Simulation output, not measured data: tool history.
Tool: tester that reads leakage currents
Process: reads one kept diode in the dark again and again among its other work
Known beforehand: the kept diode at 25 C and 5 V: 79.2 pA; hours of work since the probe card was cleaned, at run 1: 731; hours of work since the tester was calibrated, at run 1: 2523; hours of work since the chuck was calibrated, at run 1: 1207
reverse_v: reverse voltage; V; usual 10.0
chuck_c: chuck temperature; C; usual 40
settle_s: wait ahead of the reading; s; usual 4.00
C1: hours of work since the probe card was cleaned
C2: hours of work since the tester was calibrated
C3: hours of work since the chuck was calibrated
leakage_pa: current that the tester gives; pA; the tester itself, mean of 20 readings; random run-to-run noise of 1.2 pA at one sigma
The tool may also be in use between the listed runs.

run 1 hour=0.0 | reverse_v=10.0 chuck_c=40 settle_s=4.00 | C1=731 C2=2523 C3=1207 | leakage_pa=367.71
run 2 hour=112.2 | reverse_v=10.0 chuck_c=40 settle_s=4.00 | C1=815 C2=2606 C3=1290 | leakage_pa=365.78
run 3 hour=223.9 | reverse_v=10.0 chuck_c=40 settle_s=4.00 | C1=898 C2=2690 C3=1373 | leakage_pa=362.58
run 4 hour=337.3 | reverse_v=10.0 chuck_c=52 settle_s=4.00 | C1=983 C2=2774 C3=1458 | leakage_pa=890.39
run 5 hour=447.0 | reverse_v=10.0 chuck_c=40 settle_s=4.00 | C1=1064 C2=2856 C3=1540 | leakage_pa=358.52
run 6 hour=502.4 | reverse_v=10.0 chuck_c=40 settle_s=4.00 | C1=1106 C2=2897 C3=1581 | leakage_pa=360.68
run 7 hour=584.4 | reverse_v=10.0 chuck_c=40 settle_s=4.00 | C1=1167 C2=2958 C3=1642 | leakage_pa=356.73
run 8 hour=672.9 | reverse_v=10.0 chuck_c=40 settle_s=4.00 | C1=1233 C2=3024 C3=1708 | leakage_pa=355.69
run 9 hour=777.4 | reverse_v=13.4 chuck_c=40 settle_s=4.00 | C1=1311 C2=3102 C3=1786 | leakage_pa=415.73
run 10 hour=846.3 | reverse_v=10.0 chuck_c=32 settle_s=4.00 | C1=1362 C2=3154 C3=1837 | leakage_pa=187.59
run 11 hour=918.6 | reverse_v=10.0 chuck_c=32 settle_s=4.00 | C1=1416 C2=3207 C3=1891 | leakage_pa=185.09
run 12 hour=1002.4 | reverse_v=2.7 chuck_c=40 settle_s=4.00 | C1=1478 C2=3270 C3=1954 | leakage_pa=168.00
run 13 hour=1088.3 | reverse_v=2.7 chuck_c=40 settle_s=4.00 | C1=1542 C2=3334 C3=2018 | leakage_pa=167.92
run 14 hour=1199.2 | reverse_v=2.7 chuck_c=40 settle_s=4.00 | C1=1625 C2=3417 C3=2100 | leakage_pa=166.80
run 15 hour=1291.9 | reverse_v=1.6 chuck_c=40 settle_s=4.00 | C1=1694 C2=3486 C3=2169 | leakage_pa=124.17
run 16 hour=1345.8 | reverse_v=4.4 chuck_c=39 settle_s=4.00 | C1=1734 C2=3526 C3=2210 | leakage_pa=199.87
run 17 hour=1419.8 | reverse_v=1.5 chuck_c=36 settle_s=1.25 | C1=1789 C2=3581 C3=2265 | leakage_pa=86.42
run 18 hour=1509.8 | reverse_v=3.8 chuck_c=27 settle_s=4.00 | C1=1856 C2=3648 C3=2332 | leakage_pa=69.50
-- hour=1568.4 probe card cleaned and baked
run 19 hour=1577.9 | reverse_v=2.1 chuck_c=40 settle_s=2.60 | C1=7 C2=3697 C3=2380 | leakage_pa=140.33
-- hour=1622.0 chuck's temperature calibrated
run 20 hour=1670.4 | reverse_v=4.6 chuck_c=36 settle_s=0.66 | C1=75 C2=3764 C3=36 | leakage_pa=187.83
run 21 hour=1740.1 | reverse_v=9.0 chuck_c=48 settle_s=1.13 | C1=126 C2=3816 C3=88 | leakage_pa=684.02
run 22 hour=1839.7 | reverse_v=1.1 chuck_c=21 settle_s=5.78 | C1=201 C2=3890 C3=162 | leakage_pa=23.73
run 23 hour=1886.8 | reverse_v=4.2 chuck_c=34 settle_s=0.78 | C1=236 C2=3925 C3=197 | leakage_pa=149.71
run 24 hour=1996.7 | reverse_v=8.0 chuck_c=30 settle_s=4.00 | C1=318 C2=4007 C3=279 | leakage_pa=153.37
run 25 hour=2081.5 | reverse_v=6.8 chuck_c=37 settle_s=4.70 | C1=381 C2=4070 C3=342 | leakage_pa=246.59
run 26 hour=2178.3 | reverse_v=6.8 chuck_c=37 settle_s=4.70 | C1=453 C2=4143 C3=415 | leakage_pa=243.89
run 27 hour=2269.8 | reverse_v=6.8 chuck_c=37 settle_s=4.70 | C1=521 C2=4211 C3=483 | leakage_pa=243.10
run 28 hour=2365.4 | reverse_v=6.8 chuck_c=37 settle_s=4.70 | C1=592 C2=4282 C3=554 | leakage_pa=242.74

Below are 4 alternative next runs, each starting from the tool's condition after run 28. Predict each:
run A hour=2471.1 | reverse_v=10.0 chuck_c=43 settle_s=4.00 | C1=671 C2=4361 C3=633 | leakage_pa=?
run B hour=2471.1 | reverse_v=5.6 chuck_c=28 settle_s=4.70 | C1=671 C2=4361 C3=633 | leakage_pa=?
run C hour=2471.1 | reverse_v=10.2 chuck_c=40 settle_s=4.00 | C1=671 C2=4361 C3=633 | leakage_pa=?
run D hour=2471.1 | reverse_v=10.4 chuck_c=26 settle_s=9.91 | C1=671 C2=4361 C3=633 | leakage_pa=?

run=A leakage_pa=478.58
run=B leakage_pa=103.75
run=C leakage_pa=382.14
run=D leakage_pa=124.61
Stripped of hidden state, with their random variation kept, the same runs would have yielded:
run=A leakage_pa=505.67
run=B leakage_pa=109.24
run=C leakage_pa=403.56
run=D leakage_pa=130.22

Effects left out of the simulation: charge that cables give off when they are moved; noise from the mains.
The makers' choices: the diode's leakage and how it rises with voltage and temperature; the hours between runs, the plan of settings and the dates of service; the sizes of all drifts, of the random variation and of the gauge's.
